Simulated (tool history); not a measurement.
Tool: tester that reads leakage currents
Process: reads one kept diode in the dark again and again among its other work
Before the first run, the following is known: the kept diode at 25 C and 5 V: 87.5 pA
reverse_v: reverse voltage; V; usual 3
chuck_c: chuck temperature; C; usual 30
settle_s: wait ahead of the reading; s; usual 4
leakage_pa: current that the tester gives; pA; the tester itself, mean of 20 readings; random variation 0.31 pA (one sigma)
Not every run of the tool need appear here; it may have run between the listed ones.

Run 1, hour 0: usual settings. Result: leakage_pa 106.67 pA.
Run 2, hour 24.3: usual settings but chuck_c 27 C. Result: leakage_pa 82.4 pA.
Run 3, hour 62.7: usual settings but chuck_c 27 C. Result: leakage_pa 82.59 pA.
Run 4, hour 100.1: usual settings but chuck_c 27 C. Result: leakage_pa 82.33 pA.
Run 5, hour 122.5: usual settings. Result: leakage_pa 106.31 pA.
Run 6, hour 153.3: usual settings. Result: leakage_pa 106.47 pA.
Run 7, hour 182: usual settings. Result: leakage_pa 106.42 pA.
Run 8, hour 221.2: usual settings. Result: leakage_pa 106.64 pA.
Run 9, hour 239.6: usual settings. Result: leakage_pa 106.63 pA.
Run 10, hour 273.9: usual settings. Result: leakage_pa 106.78 pA.
Run 11, hour 300: usual settings. Result: leakage_pa 106.59 pA.
At hour 319.7: chuck's temperature calibrated.
Run 12, hour 331.4: usual settings. Result: leakage_pa 115.15 pA.
Run 13, hour 349.5: usual settings. Result: leakage_pa 115.57 pA.
At hour 355.6: probe card cleaned and baked.
Run 14, hour 382.4: usual settings but reverse_v 11.88 V. Result: leakage_pa 211.51 pA.
Run 15, hour 408.2: usual settings but reverse_v 11.88 V. Result: leakage_pa 211.27 pA.
Run 16, hour 428.8: usual settings but reverse_v 4.44 V. Result: leakage_pa 137.1 pA.
Run 17, hour 448.3: usual settings but chuck_c 47 C. Result: leakage_pa 454.35 pA.
Run 18, hour 466.4: usual settings. Result: leakage_pa 116.95 pA.
Run 19, hour 495.5: usual settings. Result: leakage_pa 116.53 pA.
At hour 532.5: probe card cleaned and baked, once more.
Run 20, hour 535.1: usual settings. Result: leakage_pa 111.85 pA.
Run 21, hour 572: usual settings. Result: leakage_pa 111.49 pA.
Run 22, hour 607.2: usual settings but reverse_v 4.36 V, settle_s 6.93 s. Result: leakage_pa 129.1 pA.
Run 23, hour 638.4: usual settings but reverse_v 4.11 V, chuck_c 27 C, settle_s 6.93 s. Result: leakage_pa 96.79 pA.
Run 24, hour 657.8: usual settings but reverse_v 2.24 V, chuck_c 50 C. Result: leakage_pa 501 pA.
Run 25, hour 675.9: usual settings but reverse_v 2.24 V, chuck_c 50 C. Result: leakage_pa 505.12 pA.

Run 26 is up next; what results do you expect?
Run 26, hour 713.3: usual settings but reverse_v 2.24 V, chuck_c 50 C. Result: leakage_pa ?.

{"run 26": {"leakage_pa": 504.29}}
Take away the tool's hidden state, keep the run-to-run variation as it was, and the same run would have given leakage_pa 505.55 pA.

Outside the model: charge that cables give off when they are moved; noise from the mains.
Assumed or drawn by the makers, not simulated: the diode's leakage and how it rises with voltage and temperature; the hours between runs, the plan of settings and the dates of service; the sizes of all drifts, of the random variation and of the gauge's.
